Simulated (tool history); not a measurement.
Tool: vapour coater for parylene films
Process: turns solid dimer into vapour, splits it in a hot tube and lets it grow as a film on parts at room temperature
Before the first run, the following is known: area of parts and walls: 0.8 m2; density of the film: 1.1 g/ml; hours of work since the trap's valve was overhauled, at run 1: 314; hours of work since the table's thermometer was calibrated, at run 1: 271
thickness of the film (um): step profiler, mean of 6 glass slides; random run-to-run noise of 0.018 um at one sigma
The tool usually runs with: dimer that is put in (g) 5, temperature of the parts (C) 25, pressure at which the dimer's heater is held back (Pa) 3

run    hour  dimer that is put in (g)  temperature of the parts (C)  pressure at which the dimer's heater is held back (Pa)  hours of work since the trap's valve was overhauled  hours of work since the table's thermometer was calibrated  thickness of the film (um)
  1       0                         5                            25                                                       3                                                  314                                                         271                        2.78
  2    61.3                         3                            25                                                       3                                                  340                                                         297                        1.68
  3   149.3                         3                            20                                                       3                                                  378                                                         335                        2.02
      209.6  -- trap's valve overhauled
  4   218.8                         3                            20                                                       3                                                    4                                                         363                        2.21
  5   290.4                         3                            20                                                    4.99                                                   35                                                         394                        2.07
  6   330.4                         3                            20                                                    4.99                                                   52                                                         411                        2.05
  7   377.5                         5                            25                                                       3                                                   72                                                         431                        2.95
  8   463.6                         5                            25                                                       3                                                  109                                                         468                        2.93
  9   527.1                         5                            25                                                       3                                                  136                                                         495                        2.91
 10   587.9                         5                            32                                                       3                                                  162                                                         521                        2.15
 11   662.7                         5                            25                                                       3                                                  194                                                         553                        2.89
 12   741.6                         3                            25                                                       3                                                  228                                                         587                        1.73
 13   829.9                         3                            25                                                       3                                                  266                                                         625                        1.72
 14   870.2                         5                            22                                                       3                                                  283                                                         642                         3.2
 15   924.5                         2                            18                                                   11.35                                                  306                                                         665                        1.33
 16  1012.3                         2                            18                                                   11.35                                                  344                                                         703                        1.32
 17  1072.7                         5                            31                                                       3                                                  370                                                         729                        2.17
     1152.1  -- trap's valve overhauled
 18  1152.1                         3                            31                                                    8.07                                                    0                                                         761                        1.29
 19  1200.9                         3                            31                                                    8.07                                                   21                                                         782                        1.26
 20  1245.1                         3                            31                                                    8.07                                                   40                                                         801                        1.27
 21  1312.7                         3                            31                                                    8.07                                                   69                                                         830                        1.25
 22  1381.2                         5                            25                                                    5.13                                                   98                                                         859                         2.8
 23  1449.7                         5                            29                                                       4                                                  127                                                         888                        2.43
 24  1524.7                         5                            25                                                    4.21                                                  160                                                         921                        2.82
 25  1579.2                         3                            28                                                    8.98                                                  183                                                         944                        1.39
 26  1639.5                         6                            19                                                    3.67                                                  209                                                         970                        4.43
 27    1685                         6                            30                                                    4.45                                                  228                                                         989                        2.67

How the hidden state differs across the entries between the runs, from the last listed run before each to the first after it:
In the gap between runs 3 and 4: trap's valve overhauled (hour 209.6)
  vapour lost through the trap's worn valve, %: 7.6 -> 0.1; true temperature of the parts over the reading, C: -0.17 -> -0.18
  measured result minus the result with no hidden state, thickness of the film (um): -0.15 -> +0.02
In the gap between runs 17 and 18: trap's valve overhauled (hour 1152.1)
  vapour lost through the trap's worn valve, %: 7.3 -> 0.1; true temperature of the parts over the reading, C: -0.43 -> -0.45
  measured result minus the result with no hidden state, thickness of the film (um): -0.13 -> +0.03
